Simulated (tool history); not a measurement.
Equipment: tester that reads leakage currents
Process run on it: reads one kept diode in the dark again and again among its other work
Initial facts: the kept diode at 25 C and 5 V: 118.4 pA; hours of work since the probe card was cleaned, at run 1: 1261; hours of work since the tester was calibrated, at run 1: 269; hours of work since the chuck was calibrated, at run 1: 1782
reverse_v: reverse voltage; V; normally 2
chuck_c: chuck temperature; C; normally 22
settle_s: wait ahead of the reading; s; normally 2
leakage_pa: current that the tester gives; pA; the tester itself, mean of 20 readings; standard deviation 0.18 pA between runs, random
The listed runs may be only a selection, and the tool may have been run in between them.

| run | hour | reverse_v | chuck_c | settle_s | hours of work since the probe card was cleaned | hours of work since the tester was calibrated | hours of work since the chuck was calibrated | leakage_pa |
|---|---|---|---|---|---|---|---|---|
| 1 | 0 | 2 | 22 | 2 | 1261 | 269 | 1782 | 54.54 |
| 2 | 30.2 | 2 | 22 | 2 | 1281 | 289 | 1803 | 54.86 |
| 3 | 85.2 | 2.95 | 22 | 2 | 1318 | 326 | 1840 | 66.54 |
| 4 | 125.9 | 2.95 | 22 | 2 | 1346 | 353 | 1867 | 66.57 |
|  | 132 | probe card cleaned and baked |
| 5 | 164.6 | 2.95 | 22 | 2 | 22 | 377 | 1891 | 60.4 |
| 6 | 237.1 | 2 | 22 | 2 | 71 | 426 | 1940 | 50.53 |
| 7 | 269.6 | 2 | 22 | 2 | 93 | 448 | 1962 | 50.44 |
| 8 | 333.8 | 1.25 | 22 | 2 | 136 | 491 | 2005 | 40.31 |
| 9 | 380.4 | 1.25 | 22 | 2 | 167 | 523 | 2036 | 40.5 |
| 10 | 439.1 | 2 | 22 | 2 | 207 | 562 | 2076 | 50.06 |
| 11 | 473 | 2 | 22 | 2 | 229 | 585 | 2099 | 50.22 |
| 12 | 527.1 | 2 | 22 | 1.92 | 266 | 621 | 2135 | 50.24 |
| 13 | 585.1 | 2 | 22 | 1.92 | 305 | 660 | 2174 | 50 |
|  | 616.5 | chuck's temperature calibrated |
| 14 | 631.7 | 2 | 22 | 1.92 | 335 | 690 | 10 | 58.74 |
| 15 | 668.2 | 2 | 22 | 1.92 | 359 | 715 | 35 | 58.6 |
| 16 | 710.2 | 2 | 22 | 1.92 | 388 | 743 | 63 | 58.7 |
| 17 | 758.2 | 2 | 22 | 6.95 | 420 | 776 | 95 | 58.81 |
| 18 | 805.4 | 2 | 22 | 6.95 | 452 | 807 | 127 | 58.64 |
| 19 | 847.4 | 2 | 22 | 0.49 | 480 | 836 | 155 | 59.14 |
| 20 | 913.2 | 6.35 | 22 | 2 | 524 | 880 | 200 | 101.89 |
| 21 | 948.1 | 2.13 | 22 | 9.74 | 548 | 903 | 223 | 60.02 |
| 22 | 1004.6 | 2.79 | 46 | 1.49 | 586 | 941 | 261 | 577.32 |
| 23 | 1039.8 | 2.79 | 46 | 1.49 | 609 | 965 | 285 | 577.71 |
| 24 | 1084.1 | 1.44 | 22 | 0.78 | 639 | 995 | 315 | 50.24 |
| 25 | 1147 | 3.18 | 33 | 2 | 682 | 1037 | 357 | 198.76 |
| 26 | 1176.6 | 3.18 | 33 | 2 | 701 | 1057 | 377 | 198.91 |
| 27 | 1248 | 2 | 42 | 0.37 | 749 | 1105 | 425 | 349.68 |
| 28 | 1280.4 | 6.21 | 31 | 0.73 | 771 | 1127 | 447 | 227.26 |
|  | 1286.4 | tester calibrated |
| 29 | 1336.7 | 6.21 | 31 | 2.21 | 808 | 34 | 483 | 226.34 |
| 30 | 1385.2 | 6.21 | 31 | 2.21 | 840 | 66 | 516 | 226.46 |
|  | 1422.2 | tester calibrated, once more |
| 31 | 1444.8 | 11.08 | 26 | 2.21 | 879 | 15 | 555 | 192.54 |
| 32 | 1504.6 | 11.08 | 26 | 2.21 | 919 | 55 | 595 | 193.4 |
| 33 | 1558.2 | 2 | 47 | 2 | 956 | 92 | 631 | 528.34 |
| 34 | 1609.2 | 2 | 47 | 2 | 990 | 126 | 665 | 527.74 |
| 35 | 1668.3 | 5.88 | 43 | 2.34 | 1030 | 166 | 705 | 619.75 |
| 36 | 1718.3 | 1.58 | 43 | 0.87 | 1063 | 199 | 739 | 334.85 |
| 37 | 1774.6 | 1.58 | 43 | 0.87 | 1101 | 237 | 776 | 335.86 |
| 38 | 1820.6 | 1.58 | 43 | 0.87 | 1132 | 268 | 807 | 334.61 |
| 39 | 1870.7 | 3.65 | 43 | 6.3 | 1166 | 302 | 841 | 493.28 |
| 40 | 1919.8 | 6.22 | 22 | 0.54 | 1199 | 335 | 874 | 103.26 |

Below, some changes in leakage_pa between adjacent runs. For each, the amount present without the hidden state too (settings, incoming material, random variation) and the amount remaining for the hidden state with gauge scatter not shared by both compared results:
Unlogged tool condition in this case: stray current of the dirty probe card, pA a volt; current scale over the true one, %; true chuck temperature over the reading, C; drift of the gauge itself on leakage_pa, %.
Run 21 -> 22: reverse_v 2.13 -> 2.79, chuck_c 22 -> 46, settle_s 9.74 -> 1.49. leakage_pa +517.3 pA: hidden state -13.54, all else +530.84.
Run 23 -> 24: reverse_v 2.79 -> 1.44, chuck_c 46 -> 22, settle_s 1.49 -> 0.78. leakage_pa -527.47 pA: hidden state +14.04, all else -541.51.
Run 32 -> 33: reverse_v 11.08 -> 2, chuck_c 26 -> 47, settle_s 2.21 -> 2. leakage_pa +334.94 pA: hidden state -29.37, all else +364.31.
Run 39 -> 40: reverse_v 3.65 -> 6.22, chuck_c 43 -> 22, settle_s 6.3 -> 0.54. leakage_pa -390.02 pA: hidden state +30.97, all else -420.99.

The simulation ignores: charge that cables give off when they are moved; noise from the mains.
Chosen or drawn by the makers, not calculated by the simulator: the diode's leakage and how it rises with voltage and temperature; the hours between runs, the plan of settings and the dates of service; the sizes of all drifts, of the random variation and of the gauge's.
